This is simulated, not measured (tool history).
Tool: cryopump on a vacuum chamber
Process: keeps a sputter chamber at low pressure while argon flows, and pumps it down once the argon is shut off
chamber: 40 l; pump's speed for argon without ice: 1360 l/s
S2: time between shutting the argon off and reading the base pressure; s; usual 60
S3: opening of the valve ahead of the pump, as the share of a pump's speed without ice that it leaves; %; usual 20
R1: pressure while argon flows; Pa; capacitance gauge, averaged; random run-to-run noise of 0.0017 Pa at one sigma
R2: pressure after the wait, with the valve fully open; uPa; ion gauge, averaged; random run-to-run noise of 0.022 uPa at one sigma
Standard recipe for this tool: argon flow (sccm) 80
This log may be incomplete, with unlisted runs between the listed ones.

run 1 hour=0 | argon_flow_(sccm)=80 S2=60 S3=20 | R1=0.5012 R2=1.92
run 2 hour=11.5 | argon_flow_(sccm)=80 S2=60 S3=20 | R1=0.5028 R2=1.99
run 3 hour=22.7 | argon_flow_(sccm)=80 S2=103 S3=20 | R1=0.5039 R2=1.82
run 4 hour=35.7 | argon_flow_(sccm)=80 S2=103 S3=20 | R1=0.5025 R2=1.8
run 5 hour=47 | argon_flow_(sccm)=80 S2=210 S3=20 | R1=0.5048 R2=1.71
run 6 hour=70.6 | argon_flow_(sccm)=80 S2=210 S3=20 | R1=0.5034 R2=1.66
run 7 hour=86.2 | argon_flow_(sccm)=80 S2=60 S3=50 | R1=0.2083 R2=2.03
run 8 hour=102.4 | argon_flow_(sccm)=40 S2=60 S3=27 | R1=0.1894 R2=2.13
-- hour=122.1 leaking fittings of the chamber tightened, without venting
run 9 hour=122.7 | argon_flow_(sccm)=80 S2=249 S3=20 | R1=0.5085 R2=0.38
run 10 hour=146.4 | argon_flow_(sccm)=80 S2=249 S3=20 | R1=0.5084 R2=0.41
run 11 hour=169.2 | argon_flow_(sccm)=119 S2=50 S3=20 | R1=0.7557 R2=0.81
run 12 hour=186.7 | argon_flow_(sccm)=80 S2=60 S3=33 | R1=0.315 R2=0.73
run 13 hour=202.3 | argon_flow_(sccm)=58 S2=60 S3=20 | R1=0.3712 R2=0.76

Consider 3 possible next runs. They are alternatives, not a sequence: every one starts from the tool as it was left by run 13. What does each give?
run A hour=212.6 | argon_flow_(sccm)=111 S2=60 S3=20 | R1=? R2=?
run B hour=212.6 | argon_flow_(sccm)=97 S2=246 S3=16 | R1=? R2=?
run C hour=212.6 | argon_flow_(sccm)=58 S2=60 S3=41 | R1=? R2=?

run=A R1=0.7141 R2=0.74
run=B R1=0.7689 R2=0.46
run=C R1=0.1864 R2=0.74
Stripped of hidden state, with their random variation kept, the same runs would have yielded:
run=A R1=0.6941 R2=0.6
run=B R1=0.7515 R2=0.32
run=C R1=0.1759 R2=0.61
